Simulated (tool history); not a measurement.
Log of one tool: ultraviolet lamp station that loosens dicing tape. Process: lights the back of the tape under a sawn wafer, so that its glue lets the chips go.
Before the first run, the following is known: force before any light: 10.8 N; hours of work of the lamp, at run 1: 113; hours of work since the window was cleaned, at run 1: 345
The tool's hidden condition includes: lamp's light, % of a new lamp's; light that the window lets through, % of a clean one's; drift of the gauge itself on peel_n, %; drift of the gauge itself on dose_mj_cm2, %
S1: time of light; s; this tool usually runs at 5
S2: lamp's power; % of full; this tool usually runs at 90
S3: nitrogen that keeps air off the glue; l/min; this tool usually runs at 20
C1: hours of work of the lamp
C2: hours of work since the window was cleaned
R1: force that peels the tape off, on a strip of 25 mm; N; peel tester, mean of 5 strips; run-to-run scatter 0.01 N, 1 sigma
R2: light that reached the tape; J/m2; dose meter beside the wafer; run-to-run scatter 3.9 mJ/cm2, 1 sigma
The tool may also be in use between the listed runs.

run,hour,S1,S2,S3,C1,C2,R1,R2
1,0.0,5,90,20,113,345,0.655,5600
2,4.5,5,90,20,115,348,0.644,5600
3,8.8,5,90,20,117,350,0.639,5560
4,13.1,5,90,20,120,352,0.661,5470
5,21.5,5,90,20,124,357,0.673,5520
6,26.5,5,90,36,127,359,0.488,5500
7,33.4,5,90,36,130,363,0.510,5480
8,38.0,5,90,36,133,365,0.489,5510
9,47.1,5,90,36,137,370,0.477,5500
10,53.4,4,90,20,141,373,1.103,4340
11,59.2,5,90,7,144,376,1.361,5380
12,65.0,5,90,7,147,379,1.364,5420
13,72.5,5,70,20,151,383,1.133,4230
14,81.5,5,90,20,155,388,0.704,5380
15,85.4,5,90,20,157,390,0.658,5410
16,90.3,5,90,20,160,393,0.706,5310
17,98.4,5,90,20,164,397,0.694,5360
18,103.0,5,90,20,167,399,0.694,5360
19,109.5,5,61,20,170,403,1.536,3650
20,115.6,5,96,20,173,406,0.637,5690
21,121.7,5,96,20,176,409,0.621,5690
22,126.8,5,65,20,179,412,1.369,3820
23,132.2,5,64,9,182,415,2.169,3740
24,138.7,5,64,9,185,418,2.156,3730
25,144.3,4,90,11,188,421,1.600,4180
26,150.8,5,82,10,192,424,1.422,4770
27,155.2,3,65,33,194,427,2.548,2250
28,159.8,7,66,31,196,429,0.556,5350
29,165.4,7,66,31,199,432,0.557,5390
30,172.4,5,90,20,203,436,0.738,5210
31,178.7,3,79,24,206,439,2.248,2740
32,185.6,3,79,24,210,443,2.204,2720
# hour 187.4: window cleaned of glue's vapour
33,193.8,5,90,6,214,3,1.280,5990
34,201.4,3,90,22,218,7,1.424,3610
35,207.1,9,92,32,221,10,0.253,10900
36,215.8,9,92,32,225,15,0.247,10920
37,223.4,5,97,20,229,19,0.488,6350
38,229.8,9,90,20,233,22,0.255,10610
39,236.8,7,91,9,236,26,0.516,8250
40,245.0,5,88,21,241,30,0.606,5700
41,250.9,5,88,21,244,33,0.610,5770
42,255.4,5,82,31,246,36,0.566,5300
43,262.8,5,82,31,250,39,0.568,5310

Pick out some run-to-run changes in R1. Of each, how much would a tool without hidden state show as well, from the settings, what came in and chance, and how much is left for the hidden state and any gauge scatter not in both results compared?
Run 27 -> 28: S1 3 -> 7, S2 65 -> 66, S3 33 -> 31. R1 -1.992 N: hidden state -0.589, all else -1.403.
Run 30 -> 31: S1 5 -> 3, S2 90 -> 79, S3 20 -> 24. R1 +1.510 N: hidden state +0.477, all else +1.033.
Run 32 -> 33: S1 3 -> 5, S2 79 -> 90, S3 24 -> 6, window cleaned of glue's vapour. R1 -0.924 N: hidden state -0.511, all else -0.413.
Run 34 -> 35: S1 3 -> 9, S2 90 -> 92, S3 22 -> 32. R1 -1.171 N: hidden state -0.264, all else -0.907.

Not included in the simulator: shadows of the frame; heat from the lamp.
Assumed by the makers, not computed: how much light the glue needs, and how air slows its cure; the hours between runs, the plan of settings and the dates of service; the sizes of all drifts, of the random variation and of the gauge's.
